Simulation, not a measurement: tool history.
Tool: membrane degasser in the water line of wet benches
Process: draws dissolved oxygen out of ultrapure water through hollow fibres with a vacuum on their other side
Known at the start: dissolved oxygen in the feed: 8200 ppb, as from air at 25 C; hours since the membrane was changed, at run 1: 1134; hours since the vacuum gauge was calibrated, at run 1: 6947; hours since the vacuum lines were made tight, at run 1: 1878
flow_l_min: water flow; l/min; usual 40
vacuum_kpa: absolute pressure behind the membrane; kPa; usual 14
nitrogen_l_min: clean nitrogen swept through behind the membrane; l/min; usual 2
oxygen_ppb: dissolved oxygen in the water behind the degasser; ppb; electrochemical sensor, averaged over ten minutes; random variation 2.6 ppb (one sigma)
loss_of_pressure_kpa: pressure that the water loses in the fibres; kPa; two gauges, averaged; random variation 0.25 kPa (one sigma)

run,hour,flow_l_min,vacuum_kpa,nitrogen_l_min,hours since the membrane was changed,hours since the vacuum gauge was calibrated,hours since the vacuum lines were made tight,oxygen_ppb,loss_of_pressure_kpa
1,0,40,14,2,1134,6947,1878,493.1,67.84
2,101.8,40,14,1.17,1236,7049,1980,741.8,67.09
3,188.3,40,14,3.54,1323,7135,2066,315.5,67.48
4,276.1,40,11.2,3.54,1411,7223,2154,244.6,67.64
5,369,40,14,2,1503,7316,2247,494.2,67.82
# hour 462.8: vacuum gauge calibrated
6,463.5,40,14,2,1597,1,2341,498,67.23
7,541.4,40,14,2,1675,79,2419,493.1,67.65
8,647,40,14,2,1781,184,2525,498.5,67.64
9,739.6,30,9.6,3.7,1873,277,2617,130.9,50.81
10,793.3,34,26.8,1.18,1927,330,2671,1271.2,57.68
11,857.1,60,27.3,2,1991,394,2735,1478.1,101.03
12,967.2,60,27.3,2,2101,504,2845,1469.4,100.88
13,1026.2,60,27.3,2,2160,563,2904,1493.1,101.13
14,1133.8,44,14,1.17,2268,671,3011,822.7,74.13

3 ways to go on from here, each from the tool as it stands after run 14. What would each give?
A,1217.9,29,33.5,2.44,2352,755,3095,?,?
B,1217.9,59,14,2,2352,755,3095,?,?
C,1217.9,52,14,3.47,2352,755,3095,?,?

run,oxygen_ppb,loss_of_pressure_kpa
A,784.7,48.61
B,799,99.33
C,473,87.77
Without the tool's hidden state the same runs would have given:
run,oxygen_ppb,loss_of_pressure_kpa
A,776.6,48.6
B,790.7,99.31
C,468.1,87.75
